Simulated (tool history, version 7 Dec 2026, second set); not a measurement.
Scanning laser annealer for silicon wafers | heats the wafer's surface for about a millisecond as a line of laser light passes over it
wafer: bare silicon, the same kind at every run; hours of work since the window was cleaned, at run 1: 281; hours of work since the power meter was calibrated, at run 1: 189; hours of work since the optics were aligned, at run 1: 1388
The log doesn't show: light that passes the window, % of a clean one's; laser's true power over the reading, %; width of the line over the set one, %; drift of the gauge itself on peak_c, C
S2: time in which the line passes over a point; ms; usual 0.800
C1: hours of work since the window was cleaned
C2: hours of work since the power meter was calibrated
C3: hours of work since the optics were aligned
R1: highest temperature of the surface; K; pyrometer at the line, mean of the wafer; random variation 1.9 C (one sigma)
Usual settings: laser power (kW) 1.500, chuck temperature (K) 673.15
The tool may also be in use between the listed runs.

{"run": 1, "hour": 0.0, "laser power (kW)": 1.5, "S2": 0.8, "chuck temperature (K)": 673.15, "C1": 281, "C2": 189, "C3": 1388, "R1": 1470.15}
{"run": 2, "hour": 19.2, "laser power (kW)": 1.624, "S2": 0.8, "chuck temperature (K)": 673.15, "C1": 292, "C2": 199, "C3": 1399, "R1": 1551.15}
{"run": 3, "hour": 37.7, "laser power (kW)": 1.5, "S2": 0.8, "chuck temperature (K)": 673.15, "C1": 302, "C2": 210, "C3": 1409, "R1": 1464.15}
{"run": 4, "hour": 50.5, "laser power (kW)": 1.5, "S2": 0.8, "chuck temperature (K)": 673.15, "C1": 309, "C2": 217, "C3": 1416, "R1": 1473.15}
{"run": 5, "hour": 69.8, "laser power (kW)": 1.5, "S2": 0.8, "chuck temperature (K)": 673.15, "C1": 320, "C2": 227, "C3": 1427, "R1": 1469.15}
{"run": 6, "hour": 93.8, "laser power (kW)": 1.5, "S2": 0.685, "chuck temperature (K)": 673.15, "C1": 333, "C2": 241, "C3": 1440, "R1": 1412.15}
{"run": 7, "hour": 106.6, "laser power (kW)": 1.5, "S2": 0.595, "chuck temperature (K)": 673.15, "C1": 340, "C2": 248, "C3": 1447, "R1": 1370.15}
{"run": 8, "hour": 124.0, "laser power (kW)": 1.5, "S2": 0.595, "chuck temperature (K)": 673.15, "C1": 350, "C2": 257, "C3": 1457, "R1": 1369.15}
{"run": 9, "hour": 136.4, "laser power (kW)": 1.5, "S2": 0.8, "chuck temperature (K)": 673.15, "C1": 357, "C2": 264, "C3": 1464, "R1": 1467.15}
{"run": 10, "hour": 147.3, "laser power (kW)": 1.5, "S2": 0.8, "chuck temperature (K)": 673.15, "C1": 363, "C2": 270, "C3": 1470, "R1": 1466.15}
{"run": 11, "hour": 159.9, "laser power (kW)": 1.5, "S2": 0.8, "chuck temperature (K)": 673.15, "C1": 370, "C2": 277, "C3": 1477, "R1": 1463.15}
{"run": 12, "hour": 183.7, "laser power (kW)": 1.5, "S2": 0.8, "chuck temperature (K)": 673.15, "C1": 383, "C2": 291, "C3": 1490, "R1": 1464.15}
{"run": 13, "hour": 198.8, "laser power (kW)": 1.382, "S2": 0.8, "chuck temperature (K)": 673.15, "C1": 391, "C2": 299, "C3": 1498, "R1": 1387.15}
{"run": 14, "hour": 211.1, "laser power (kW)": 1.382, "S2": 0.8, "chuck temperature (K)": 673.15, "C1": 398, "C2": 306, "C3": 1505, "R1": 1385.15}
{"run": 15, "hour": 227.5, "laser power (kW)": 1.5, "S2": 0.785, "chuck temperature (K)": 673.15, "C1": 407, "C2": 315, "C3": 1514, "R1": 1453.15}
{"run": 16, "hour": 242.2, "laser power (kW)": 1.5, "S2": 0.8, "chuck temperature (K)": 673.15, "C1": 415, "C2": 323, "C3": 1522, "R1": 1462.15}
{"run": 17, "hour": 259.2, "laser power (kW)": 1.5, "S2": 0.8, "chuck temperature (K)": 673.15, "C1": 425, "C2": 332, "C3": 1532, "R1": 1466.15}
{"run": 18, "hour": 281.6, "laser power (kW)": 1.5, "S2": 0.8, "chuck temperature (K)": 673.15, "C1": 437, "C2": 345, "C3": 1544, "R1": 1459.15}
{"run": 19, "hour": 302.2, "laser power (kW)": 1.5, "S2": 0.8, "chuck temperature (K)": 673.15, "C1": 449, "C2": 356, "C3": 1556, "R1": 1462.15}
{"run": 20, "hour": 319.5, "laser power (kW)": 1.5, "S2": 0.8, "chuck temperature (K)": 673.15, "C1": 458, "C2": 366, "C3": 1565, "R1": 1458.15}
{"run": 21, "hour": 336.9, "laser power (kW)": 1.627, "S2": 0.615, "chuck temperature (K)": 674.15, "C1": 468, "C2": 376, "C3": 1575, "R1": 1449.15}
{"run": 22, "hour": 358.5, "laser power (kW)": 1.629, "S2": 0.8, "chuck temperature (K)": 682.15, "C1": 480, "C2": 388, "C3": 1587, "R1": 1554.15}
{"run": 23, "hour": 380.8, "laser power (kW)": 1.629, "S2": 0.8, "chuck temperature (K)": 682.15, "C1": 492, "C2": 400, "C3": 1599, "R1": 1548.15}
{"run": 24, "hour": 397.0, "laser power (kW)": 1.615, "S2": 0.645, "chuck temperature (K)": 700.15, "C1": 501, "C2": 409, "C3": 1608, "R1": 1478.15}
{"run": 25, "hour": 414.2, "laser power (kW)": 1.572, "S2": 0.809, "chuck temperature (K)": 647.15, "C1": 511, "C2": 418, "C3": 1618, "R1": 1485.15}
{"run": 26, "hour": 426.8, "laser power (kW)": 1.572, "S2": 0.809, "chuck temperature (K)": 647.15, "C1": 518, "C2": 425, "C3": 1625, "R1": 1482.15}
{"run": 27, "hour": 436.9, "laser power (kW)": 1.378, "S2": 0.948, "chuck temperature (K)": 711.15, "C1": 523, "C2": 431, "C3": 1630, "R1": 1468.15}
{"run": 28, "hour": 453.9, "laser power (kW)": 1.552, "S2": 0.858, "chuck temperature (K)": 711.15, "C1": 533, "C2": 440, "C3": 1640, "R1": 1553.15}
{"run": 29, "hour": 468.1, "laser power (kW)": 1.41, "S2": 0.774, "chuck temperature (K)": 711.15, "C1": 541, "C2": 448, "C3": 1648, "R1": 1423.15}
{"run": 30, "hour": 478.9, "laser power (kW)": 1.497, "S2": 0.561, "chuck temperature (K)": 650.15, "C1": 547, "C2": 454, "C3": 1654, "R1": 1314.15}
{"run": 31, "hour": 497.3, "laser power (kW)": 1.497, "S2": 0.561, "chuck temperature (K)": 650.15, "C1": 557, "C2": 465, "C3": 1664, "R1": 1310.15}
{"run": 32, "hour": 510.4, "laser power (kW)": 1.497, "S2": 0.561, "chuck temperature (K)": 650.15, "C1": 564, "C2": 472, "C3": 1671, "R1": 1313.15}
{"run": 33, "hour": 521.5, "laser power (kW)": 1.596, "S2": 0.8, "chuck temperature (K)": 673.15, "C1": 570, "C2": 478, "C3": 1677, "R1": 1521.15}
{"run": 34, "hour": 538.4, "laser power (kW)": 1.596, "S2": 0.8, "chuck temperature (K)": 673.15, "C1": 580, "C2": 487, "C3": 1687, "R1": 1514.15}
{"run": 35, "hour": 554.2, "laser power (kW)": 1.433, "S2": 0.734, "chuck temperature (K)": 637.15, "C1": 588, "C2": 496, "C3": 1696, "R1": 1341.15}
{"run": 36, "hour": 564.0, "laser power (kW)": 1.433, "S2": 0.734, "chuck temperature (K)": 637.15, "C1": 594, "C2": 502, "C3": 1701, "R1": 1344.15}
{"run": 37, "hour": 582.8, "laser power (kW)": 1.604, "S2": 0.734, "chuck temperature (K)": 648.15, "C1": 604, "C2": 512, "C3": 1711, "R1": 1457.15}
{"run": 38, "hour": 603.2, "laser power (kW)": 1.604, "S2": 0.734, "chuck temperature (K)": 648.15, "C1": 616, "C2": 523, "C3": 1723, "R1": 1461.15}

4 ways to go on from here, each from the tool as it stands after run 38. What would each give?
{"run": "A", "hour": 615.2, "laser power (kW)": 1.369, "S2": 0.734, "chuck temperature (K)": 648.15, "C1": 622, "C2": 530, "C3": 1729, "R1": "?"}
{"run": "B", "hour": 615.2, "laser power (kW)": 1.486, "S2": 0.8, "chuck temperature (K)": 673.15, "C1": 622, "C2": 530, "C3": 1729, "R1": "?"}
{"run": "C", "hour": 615.2, "laser power (kW)": 1.329, "S2": 0.689, "chuck temperature (K)": 648.15, "C1": 622, "C2": 530, "C3": 1729, "R1": "?"}
{"run": "D", "hour": 615.2, "laser power (kW)": 1.473, "S2": 0.734, "chuck temperature (K)": 643.15, "C1": 622, "C2": 530, "C3": 1729, "R1": "?"}

run=A R1=1314.15
run=B R1=1443.15
run=C R1=1270.15
run=D R1=1372.15
Without the tool's hidden state the same runs would have given:
run=A R1=1362.15
run=B R1=1499.15
run=C R1=1314.15
run=D R1=1424.15

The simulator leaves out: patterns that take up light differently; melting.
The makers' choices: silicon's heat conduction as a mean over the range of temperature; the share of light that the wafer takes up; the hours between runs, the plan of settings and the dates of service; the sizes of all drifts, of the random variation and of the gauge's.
